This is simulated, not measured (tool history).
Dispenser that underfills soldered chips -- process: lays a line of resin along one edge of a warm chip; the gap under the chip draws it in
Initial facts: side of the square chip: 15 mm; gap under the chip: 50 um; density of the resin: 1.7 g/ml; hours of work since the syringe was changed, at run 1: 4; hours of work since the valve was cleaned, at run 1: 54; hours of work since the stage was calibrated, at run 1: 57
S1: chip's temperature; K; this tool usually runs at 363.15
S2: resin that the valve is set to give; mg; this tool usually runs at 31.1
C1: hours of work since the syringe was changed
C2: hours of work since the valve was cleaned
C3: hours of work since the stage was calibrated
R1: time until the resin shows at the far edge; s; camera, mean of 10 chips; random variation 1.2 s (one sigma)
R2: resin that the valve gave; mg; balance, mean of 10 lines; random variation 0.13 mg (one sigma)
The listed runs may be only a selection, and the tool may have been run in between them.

run	hour	S1	S2	C1	C2	C3	R1	R2
1	0	363.15	31.1	4	54	57	158.5	30
# hour 3.3: new syringe of resin
2	10.3	363.15	31.1	5	62	65	170	30.18
# hour 12.3: new syringe of resin
3	15.3	363.15	32.5	2	65	69	137.7	31.65
# hour 21: new syringe of resin
4	22.1	371.15	31.1	1	70	74	99.2	29.87
# hour 29.5: new syringe of resin
5	32.8	371.15	31.1	3	79	82	112.3	29.84
# hour 38.1: new syringe of resin
6	42.3	371.15	31.1	3	86	89	115.9	29.8
# hour 46.7: new syringe of resin
7	48.7	371.15	31.1	2	90	94	104.8	29.95
8	54.1	370.15	33.1	6	95	98	142.2	31.55
# hour 55.5: new syringe of resin
# hour 64.1: new syringe of resin
9	64.8	358.15	32.5	1	103	106	143.2	30.96
# hour 68.1: dispensing valve cleaned and set on the balance
# hour 73.5: new syringe of resin
10	75.3	358.15	32.5	1	5	113	150.9	32.46
# hour 81.9: new syringe of resin
11	85.3	358.15	32.5	3	13	121	164.3	32.25

Each row is a separate what-if for the run after 11, all from the same tool condition, not one after another. Results?
# hour 90.4: new syringe of resin
A	95.3	376.15	28.4	4	20	128	?	?
# hour 90.4: new syringe of resin
B	95.3	373.15	33.6	4	20	128	?	?
# hour 90.4: new syringe of resin
C	95.3	378.15	26.5	4	20	128	?	?
# hour 90.4: new syringe of resin
D	95.3	360.15	34.5	4	20	128	?	?

run	R1	R2
A	108.4	28.03
B	112.7	33.1
C	103.3	26.06
D	162.5	34.05
With the hidden condition removed and each run's random variation left untouched, the same runs would have given:
run	R1	R2
A	84.5	28.38
B	87.8	33.51
C	80.4	26.38
D	126.5	34.46
